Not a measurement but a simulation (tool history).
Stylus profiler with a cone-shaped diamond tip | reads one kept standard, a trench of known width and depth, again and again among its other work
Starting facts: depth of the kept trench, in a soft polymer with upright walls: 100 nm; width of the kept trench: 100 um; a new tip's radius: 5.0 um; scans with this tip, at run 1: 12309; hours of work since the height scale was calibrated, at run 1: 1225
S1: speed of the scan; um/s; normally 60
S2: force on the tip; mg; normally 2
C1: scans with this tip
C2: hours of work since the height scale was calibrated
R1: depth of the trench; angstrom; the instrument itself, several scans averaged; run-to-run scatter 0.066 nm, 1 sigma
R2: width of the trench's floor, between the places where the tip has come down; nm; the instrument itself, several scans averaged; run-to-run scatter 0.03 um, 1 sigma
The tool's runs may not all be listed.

{"run": 1, "hour": 0.0, "S1": 60, "S2": 2, "C1": 12309, "C2": 1225, "R1": 1005.7, "R2": 97840}
{"run": 2, "hour": 19.3, "S1": 60, "S2": 2, "C1": 12463, "C2": 1240, "R1": 1006.8, "R2": 97860}
{"run": 3, "hour": 31.1, "S1": 60, "S2": 2, "C1": 12557, "C2": 1249, "R1": 1007.7, "R2": 97800}
{"run": 4, "hour": 55.9, "S1": 60, "S2": 2, "C1": 12754, "C2": 1269, "R1": 1007.2, "R2": 97870}
{"run": 5, "hour": 78.7, "S1": 60, "S2": 2, "C1": 12936, "C2": 1287, "R1": 1006.6, "R2": 97850}
{"run": 6, "hour": 104.0, "S1": 60, "S2": 2, "C1": 13136, "C2": 1307, "R1": 1005.6, "R2": 97780}
{"run": 7, "hour": 119.9, "S1": 60, "S2": 2, "C1": 13263, "C2": 1319, "R1": 1006.3, "R2": 97820}
{"run": 8, "hour": 131.0, "S1": 60, "S2": 2, "C1": 13351, "C2": 1328, "R1": 1006.3, "R2": 97860}
{"run": 9, "hour": 150.8, "S1": 60, "S2": 2, "C1": 13508, "C2": 1344, "R1": 1006.1, "R2": 97790}
{"run": 10, "hour": 170.5, "S1": 227, "S2": 4.67, "C1": 13665, "C2": 1359, "R1": 1011.6, "R2": 97690}
{"run": 11, "hour": 181.7, "S1": 227, "S2": 4.67, "C1": 13754, "C2": 1368, "R1": 1011.2, "R2": 97540}
{"run": 12, "hour": 207.2, "S1": 70, "S2": 2.2, "C1": 13957, "C2": 1388, "R1": 1005.5, "R2": 97840}
{"run": 13, "hour": 220.7, "S1": 39, "S2": 1.69, "C1": 14065, "C2": 1399, "R1": 1004.8, "R2": 97920}
{"run": 14, "hour": 233.2, "S1": 39, "S2": 1.69, "C1": 14164, "C2": 1409, "R1": 1005.5, "R2": 97900}
{"run": 15, "hour": 248.7, "S1": 19, "S2": 2.02, "C1": 14287, "C2": 1421, "R1": 1006.6, "R2": 97890}
{"run": 16, "hour": 261.9, "S1": 55, "S2": 0.93, "C1": 14392, "C2": 1432, "R1": 1002, "R2": 97770}

Here are 3 independent what-if runs from the current tool condition. What would each one return?
{"run": "A", "hour": 288.3, "S1": 212, "S2": 0.93, "C1": 14601, "C2": 1453, "R1": "?", "R2": "?"}
{"run": "B", "hour": 288.3, "S1": 97, "S2": 1.28, "C1": 14601, "C2": 1453, "R1": "?", "R2": "?"}
{"run": "C", "hour": 288.3, "S1": 151, "S2": 2, "C1": 14601, "C2": 1453, "R1": "?", "R2": "?"}

run=A R1=1004.2 R2=97190
run=B R1=1006.3 R2=97730
run=C R1=1006.2 R2=97640
Without the tool's hidden state the same runs would have given:
run=A R1=1004.3 R2=97210
run=B R1=1006.4 R2=97760
run=C R1=1006.4 R2=97670

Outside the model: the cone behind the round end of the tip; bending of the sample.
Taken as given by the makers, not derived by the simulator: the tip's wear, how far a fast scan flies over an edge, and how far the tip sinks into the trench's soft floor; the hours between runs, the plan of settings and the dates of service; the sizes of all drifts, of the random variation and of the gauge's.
